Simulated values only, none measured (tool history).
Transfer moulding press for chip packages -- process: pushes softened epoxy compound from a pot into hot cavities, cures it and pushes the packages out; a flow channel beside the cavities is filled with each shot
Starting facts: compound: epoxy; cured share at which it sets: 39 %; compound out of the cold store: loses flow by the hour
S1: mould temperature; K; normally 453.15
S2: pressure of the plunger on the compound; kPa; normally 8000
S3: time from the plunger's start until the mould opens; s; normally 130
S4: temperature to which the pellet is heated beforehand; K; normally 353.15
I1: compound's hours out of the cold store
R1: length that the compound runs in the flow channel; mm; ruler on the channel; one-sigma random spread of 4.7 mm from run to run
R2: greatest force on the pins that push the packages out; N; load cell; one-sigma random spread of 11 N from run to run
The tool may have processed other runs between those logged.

run,hour,S1,S2,S3,S4,I1,R1,R2
1,0,453.15,8000,130,353.15,37.5,599,494
# hour 5.2: cavities cleaned with cleaning compound and waxed
2,16.5,453.15,8000,130,353.15,16.9,637,493
3,29.2,453.15,8000,130,355.15,22.4,622,519
4,42.7,448.15,8000,130,353.15,10.8,659,661
5,59.6,448.15,8000,130,353.15,22.3,633,636
6,70.6,448.15,8000,130,353.15,18,647,666
# hour 86.9: cavities cleaned with cleaning compound and waxed
7,88.8,448.15,8000,130,356.15,28.1,629,632
8,97.9,448.15,8000,130,356.15,24.9,636,659
9,114.3,453.15,8000,130,353.15,16.2,635,501
10,129.7,453.15,8000,130,353.15,29.8,606,502
11,146.6,453.15,8000,130,353.15,33.7,610,475
12,155.7,453.15,8000,162,353.15,45.6,572,411
# hour 168.6: cavities cleaned with cleaning compound and waxed
13,169.8,453.15,8000,120,353.15,42.4,581,543
14,180.5,453.15,8000,120,353.15,20.4,633,571
15,194.5,446.15,7310,145,357.15,30.5,591,604
16,205.6,445.15,7280,130,353.15,47.9,560,778
17,214.4,446.15,7280,151,353.15,31.3,588,544
18,224.1,453.15,8000,131,353.15,28.1,611,503
19,240.1,449.15,8370,131,353.15,30,626,604
# hour 249.7: cavities cleaned with cleaning compound and waxed
20,253.7,449.15,8370,131,353.15,35.6,620,584
21,268.8,449.15,8370,131,353.15,41.6,607,587
22,279.3,459.15,7100,131,347.15,13.4,587,437
23,291.5,452.15,8000,153,353.15,15.7,641,449
24,304.2,447.15,6480,154,353.15,18.4,576,518
25,321.2,447.15,6480,154,353.15,15.6,581,531
# hour 330.9: cavities cleaned with cleaning compound and waxed
26,337.7,447.15,6480,154,353.15,12.7,590,529

Consider 3 possible next runs. They are alternatives, not a sequence: every one starts from the tool as it was left by run 26. What does each give?
A,350.3,447.15,6480,127,354.15,13.5,?,?
B,350.3,453.15,6000,125,360.15,28.7,?,?
C,350.3,448.15,6130,127,353.15,25.6,?,?

run,R1,R2
A,585,749
B,527,526
C,546,686
Without the tool's hidden state the same runs would have given:
run,R1,R2
A,586,747
B,527,524
C,547,684
